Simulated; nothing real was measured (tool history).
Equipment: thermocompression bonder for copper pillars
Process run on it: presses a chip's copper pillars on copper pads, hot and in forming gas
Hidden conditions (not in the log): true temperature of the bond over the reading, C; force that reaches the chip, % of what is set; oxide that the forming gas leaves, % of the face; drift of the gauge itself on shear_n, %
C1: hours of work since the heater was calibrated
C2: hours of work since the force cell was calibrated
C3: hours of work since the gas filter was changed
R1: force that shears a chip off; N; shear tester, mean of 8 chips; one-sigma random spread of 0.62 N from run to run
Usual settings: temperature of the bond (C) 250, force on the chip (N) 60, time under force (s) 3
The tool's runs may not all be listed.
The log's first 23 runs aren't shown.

{"run": 24, "hour": 204.8, "temperature of the bond (C)": 252, "force on the chip (N)": 51, "time under force (s)": 2, "C1": 312, "C2": 480, "C3": 165, "R1": 26.6}
{"run": 25, "hour": 210.4, "temperature of the bond (C)": 252, "force on the chip (N)": 51, "time under force (s)": 7, "C1": 316, "C2": 484, "C3": 169, "R1": 43.6}
{"run": 26, "hour": 221.9, "temperature of the bond (C)": 252, "force on the chip (N)": 51, "time under force (s)": 7, "C1": 325, "C2": 493, "C3": 178, "R1": 42.8}
{"run": 27, "hour": 233.5, "temperature of the bond (C)": 252, "force on the chip (N)": 66, "time under force (s)": 4, "C1": 334, "C2": 503, "C3": 188, "R1": 40.5}
{"run": 28, "hour": 245.5, "temperature of the bond (C)": 252, "force on the chip (N)": 66, "time under force (s)": 4, "C1": 344, "C2": 512, "C3": 197, "R1": 41}
{"run": 29, "hour": 255.0, "temperature of the bond (C)": 252, "force on the chip (N)": 66, "time under force (s)": 4, "C1": 352, "C2": 520, "C3": 205, "R1": 40.6}
{"run": 30, "hour": 261.8, "temperature of the bond (C)": 257, "force on the chip (N)": 64, "time under force (s)": 6, "C1": 357, "C2": 525, "C3": 210, "R1": 49.3}
{"run": 31, "hour": 267.7, "temperature of the bond (C)": 228, "force on the chip (N)": 72, "time under force (s)": 3, "C1": 362, "C2": 530, "C3": 215, "R1": 26.3}
{"run": 32, "hour": 272.8, "temperature of the bond (C)": 268, "force on the chip (N)": 37, "time under force (s)": 3, "C1": 366, "C2": 534, "C3": 219, "R1": 30.6}
{"run": 33, "hour": 282.0, "temperature of the bond (C)": 268, "force on the chip (N)": 37, "time under force (s)": 3, "C1": 373, "C2": 541, "C3": 226, "R1": 31.5}

Predict each of these 3 candidate next runs independently; none follows another, all start after run 33:
{"run": "A", "hour": 292.4, "temperature of the bond (C)": 268, "force on the chip (N)": 60, "time under force (s)": 9, "C1": 381, "C2": 550, "C3": 234, "R1": "?"}
{"run": "B", "hour": 292.4, "temperature of the bond (C)": 250, "force on the chip (N)": 43, "time under force (s)": 3, "C1": 381, "C2": 550, "C3": 234, "R1": "?"}
{"run": "C", "hour": 292.4, "temperature of the bond (C)": 229, "force on the chip (N)": 47, "time under force (s)": 2, "C1": 381, "C2": 550, "C3": 234, "R1": "?"}

run=A R1=59.6
run=B R1=27
run=C R1=17.4
With no hidden state in the tool, these same runs would have given:
run=A R1=64.9
run=B R1=29.6
run=C R1=19.1
